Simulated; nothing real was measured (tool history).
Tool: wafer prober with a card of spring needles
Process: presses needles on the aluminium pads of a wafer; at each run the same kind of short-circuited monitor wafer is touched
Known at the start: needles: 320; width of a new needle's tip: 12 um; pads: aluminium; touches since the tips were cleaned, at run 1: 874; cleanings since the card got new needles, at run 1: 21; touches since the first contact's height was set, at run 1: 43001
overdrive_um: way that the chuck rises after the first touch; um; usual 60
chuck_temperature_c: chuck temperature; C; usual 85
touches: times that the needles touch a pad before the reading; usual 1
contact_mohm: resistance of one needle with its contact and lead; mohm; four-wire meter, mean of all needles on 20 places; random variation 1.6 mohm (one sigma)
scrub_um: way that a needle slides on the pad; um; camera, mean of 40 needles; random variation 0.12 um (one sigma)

run    hour  overdrive_um  chuck_temperature_c  touches  touches since the tips were cleaned  cleanings since the card got new needles  touches since the first contact's height was set  contact_mohm  scrub_um
  1       0            60                   85        1                                  874                                        21                                             43001           193      8.44
        4.6  -- tips cleaned on abrasive film
       13.6  -- tips cleaned on abrasive film
       24.9  -- tips cleaned on abrasive film
       36.2  -- tips cleaned on abrasive film
  2    44.2            56                   85        1                                 1510                                        25                                             51254           217      8.05
       46.5  -- tips cleaned on abrasive film
       57.8  -- tips cleaned on abrasive film
         69  -- tips cleaned on abrasive film
       80.3  -- tips cleaned on abrasive film
       91.6  -- tips cleaned on abrasive film
      100.6  -- tips cleaned on abrasive film
      111.9  -- tips cleaned on abrasive film
  3   112.3            60                   85        1                                   72                                        32                                             63962           162      8.55
      121.3  -- tips cleaned on abrasive film
      132.6  -- tips cleaned on abrasive film
      143.8  -- tips cleaned on abrasive film
  4   148.6            60                   85        2                                  898                                        35                                             70755           182      8.45
      153.2  -- tips cleaned on abrasive film
      162.2  -- tips cleaned on abrasive film
      173.5  -- tips cleaned on abrasive film
  5   182.4            60                   85        1                                 1673                                        38                                             77063           212      8.59
      184.7  -- tips cleaned on abrasive film
      193.7  -- tips cleaned on abrasive film
        205  -- tips cleaned on abrasive film
      216.3  -- tips cleaned on abrasive film
      227.6  -- tips cleaned on abrasive film
  6   229.1            66                   85        1                                  289                                        43                                             85777           172      9.42
      238.1  -- tips cleaned on abrasive film
      249.4  -- tips cleaned on abrasive film
      259.8  -- tips cleaned on abrasive film
  7   259.8            66                   85        1                                    0                                        46                                             91507           161      9.24
        271  -- tips cleaned on abrasive film
      282.3  -- tips cleaned on abrasive film
      293.6  -- tips cleaned on abrasive film
      304.9  -- tips cleaned on abrasive film
  8   310.2            60                   85        1                                 1009                                        50                                            100941           202      8.33
      314.8  -- tips cleaned on abrasive film
      326.1  -- tips cleaned on abrasive film
      337.3  -- tips cleaned on abrasive film
      346.4  -- tips cleaned on abrasive film
      357.6  -- tips cleaned on abrasive film
  9   359.1            60                   85        1                                  279                                        55                                            110068           177      8.35
      368.2  -- tips cleaned on abrasive film
      377.2  -- tips cleaned on abrasive film
      388.5  -- tips cleaned on abrasive film
      399.7  -- tips cleaned on abrasive film
        411  -- tips cleaned on abrasive film
 10   414.8            60                   85        1                                  720                                        60                                            120478           189      8.55
      421.6  -- tips cleaned on abrasive film
      432.9  -- tips cleaned on abrasive film
      444.2  -- tips cleaned on abrasive film
      455.5  -- tips cleaned on abrasive film
      465.2  -- tips cleaned on abrasive film
 11   465.2            60                   85        2                                    0                                        65                                            129877           162      8.05
      476.5  -- tips cleaned on abrasive film
      487.7  -- tips cleaned on abrasive film
        499  -- tips cleaned on abrasive film
      510.3  -- tips cleaned on abrasive film
 12   517.4            60                   85        2                                 1347                                        69                                            139648           198      8.01
      519.8  -- tips cleaned on abrasive film
        531  -- tips cleaned on abrasive film
      542.3  -- tips cleaned on abrasive film
      553.6  -- tips cleaned on abrasive film
      564.8  -- tips cleaned on abrasive film
      576.1  -- tips cleaned on abrasive film
      586.1  -- tips cleaned on abrasive film
 13   586.1            54                   85        1                                    0                                        76                                            152457           176      7.21
      595.1  -- tips cleaned on abrasive film
      606.4  -- tips cleaned on abrasive film
      615.4  -- tips cleaned on abrasive film
      626.7  -- tips cleaned on abrasive film
      637.7  -- tips cleaned on abrasive film
 14   637.7            54                   27        1                                    0                                        81                                            162097           163      6.83
        649  -- tips cleaned on abrasive film
      660.2  -- tips cleaned on abrasive film
      671.5  -- tips cleaned on abrasive film
      682.8  -- tips cleaned on abrasive film
        694  -- tips cleaned on abrasive film
 15   697.3            54                   27        1                                  616                                        86                                            173244           221      6.87
      704.1  -- tips cleaned on abrasive film
      715.4  -- tips cleaned on abrasive film
      726.7  -- tips cleaned on abrasive film
      729.2  -- height of the first contact set anew
      738.2  -- tips cleaned on abrasive film
      749.5  -- tips cleaned on abrasive film
 16   749.9            69                   31        1                                   65                                        91                                              3857           156     10.19
      758.9  -- tips cleaned on abrasive film
      770.2  -- tips cleaned on abrasive film
      781.4  -- tips cleaned on abrasive film
 17   783.7            68                   85        2                                  430                                        94                                             10187           165     10.19
      792.6  -- tips cleaned on abrasive film
      803.9  -- tips cleaned on abrasive film
      815.2  -- tips cleaned on abrasive film
      826.4  -- tips cleaned on abrasive film
      837.7  -- tips cleaned on abrasive film
      846.7  -- tips cleaned on abrasive film
 18   852.6            68                   85        2                                 1096                                       100                                             23050           182     10.12
      857.1  -- tips cleaned on abrasive film
      868.4  -- tips cleaned on abrasive film
      879.7  -- tips cleaned on abrasive film
      890.9  -- tips cleaned on abrasive film
        900  -- tips cleaned on abrasive film
      911.2  -- tips cleaned on abrasive film
 19   911.2            72                   38        3                                    0                                       106                                             34002           149     10.44
      922.5  -- tips cleaned on abrasive film
      933.8  -- tips cleaned on abrasive film
 20   941.3            45                   31        2                                 1408                                       108                                             39622           235      6.77
      943.6  -- tips cleaned on abrasive film
      954.9  -- tips cleaned on abrasive film
      966.1  -- tips cleaned on abrasive film
      977.4  -- tips cleaned on abrasive film
 21   981.2            70                  102        2                                  720                                       112                                             47082           178     10.05
        988  -- tips cleaned on abrasive film
      999.3  -- tips cleaned on abrasive film
     1008.3  -- tips cleaned on abrasive film
 22  1013.6            45                   42        3                                 1000                                       115                                             53139           194      6.47
     1018.2  -- tips cleaned on abrasive film
     1029.5  -- tips cleaned on abrasive film
     1040.8  -- tips cleaned on abrasive film
       1052  -- tips cleaned on abrasive film
     1063.3  -- tips cleaned on abrasive film
     1074.6  -- tips cleaned on abrasive film
 23  1074.8            45                   42        3                                   35                                       121                                             64548           168      6.37
     1083.8  -- tips cleaned on abrasive film
     1095.1  -- tips cleaned on abrasive film
     1106.3  -- tips cleaned on abrasive film
 24  1106.3            69                   74        3                                    0                                       124                                             70446           155      9.85
     1117.6  -- tips cleaned on abrasive film
     1128.9  -- tips cleaned on abrasive film
     1137.9  -- tips cleaned on abrasive film
 25  1141.6            43                   29        3                                  684                                       127                                             77028           195      5.93

Forecast each of these 5 alternatives for the next run:
     1148.4  -- tips cleaned on abrasive film
     1159.6  -- tips cleaned on abrasive film
     1170.9  -- tips cleaned on abrasive film
  A  1179.6            41                   48        2                                 1645                                       130                                             84149             ?         ?
     1148.4  -- tips cleaned on abrasive film
     1159.6  -- tips cleaned on abrasive film
     1170.9  -- tips cleaned on abrasive film
  B  1179.6            73                   85        2                                 1645                                       130                                             84149             ?         ?
     1148.4  -- tips cleaned on abrasive film
     1159.6  -- tips cleaned on abrasive film
     1170.9  -- tips cleaned on abrasive film
  C  1179.6            43                   46        2                                 1645                                       130                                             84149             ?         ?
     1148.4  -- tips cleaned on abrasive film
     1159.6  -- tips cleaned on abrasive film
     1170.9  -- tips cleaned on abrasive film
  D  1179.6            60                   26        1                                 1645                                       130                                             84149             ?         ?
     1148.4  -- tips cleaned on abrasive film
     1159.6  -- tips cleaned on abrasive film
     1170.9  -- tips cleaned on abrasive film
  E  1179.6            43                   29        2                                 1645                                       130                                             84149             ?         ?

run  contact_mohm  scrub_um
  A           296      5.59
  B           191      10.3
  C           280       5.9
  D           255      8.38
  E           279      5.94
Without the tool's hidden state the same runs would have given:
run  contact_mohm  scrub_um
  A           155      6.14
  B           148     10.85
  C           153      6.45
  D           145      8.93
  E           150      6.49

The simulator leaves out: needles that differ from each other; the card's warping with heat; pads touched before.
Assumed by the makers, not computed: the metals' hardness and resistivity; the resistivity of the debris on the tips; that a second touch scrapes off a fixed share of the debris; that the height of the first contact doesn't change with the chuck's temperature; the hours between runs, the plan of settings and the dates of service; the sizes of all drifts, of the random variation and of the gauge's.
